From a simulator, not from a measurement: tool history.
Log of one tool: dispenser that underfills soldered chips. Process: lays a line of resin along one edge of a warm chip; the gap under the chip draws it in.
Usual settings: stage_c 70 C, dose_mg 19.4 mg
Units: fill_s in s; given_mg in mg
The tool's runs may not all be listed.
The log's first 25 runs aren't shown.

run	hour	stage_c	dose_mg	hours of work since the syringe was changed	hours of work since the valve was cleaned	hours of work since the stage was calibrated	fill_s	given_mg
26	193.1	74	23.3	6	57	399	353	22.9
# hour 195.2: new syringe of resin
# hour 204.3: new syringe of resin
27	204.3	68	21.5	0	65	407	327.2	20.82
# hour 206.3: dispensing valve cleaned and set on the balance
# hour 214.4: new syringe of resin
28	216.6	68	21.5	2	7	415	367.7	21.31
# hour 223.5: new syringe of resin
29	224.9	56	20.6	1	13	421	601.8	20.34
# hour 232.9: new syringe of resin
30	235.9	79	19.9	2	21	429	246.8	19.63
# hour 242.4: new syringe of resin
31	244.3	79	19.9	1	27	435	226.7	19.67
# hour 251.5: new syringe of resin
32	254.4	75	19.6	2	34	442	286.2	19.23
# hour 260.9: new syringe of resin
33	265	75	17.4	3	42	450	309	17.15
# hour 270.2: new syringe of resin
34	275.5	69	24.5	4	50	457	399.9	24.09
# hour 279.6: new syringe of resin
35	281.3	73	23.4	1	54	461	282.1	22.83

Forecast each of these 3 alternatives for the next run:
# hour 288.8: new syringe of resin
A	291.6	77	17.3	2	61	469	?	?
# hour 288.8: new syringe of resin
B	291.6	81	18	2	61	469	?	?
# hour 288.8: new syringe of resin
C	291.6	58	19.4	2	61	469	?	?

run	fill_s	given_mg
A	268.9	16.91
B	218.9	17.59
C	576.3	18.85
Without the tool's hidden state the same runs would have given:
run	fill_s	given_mg
A	268.9	17.3
B	218.5	17.99
C	585.4	19.29
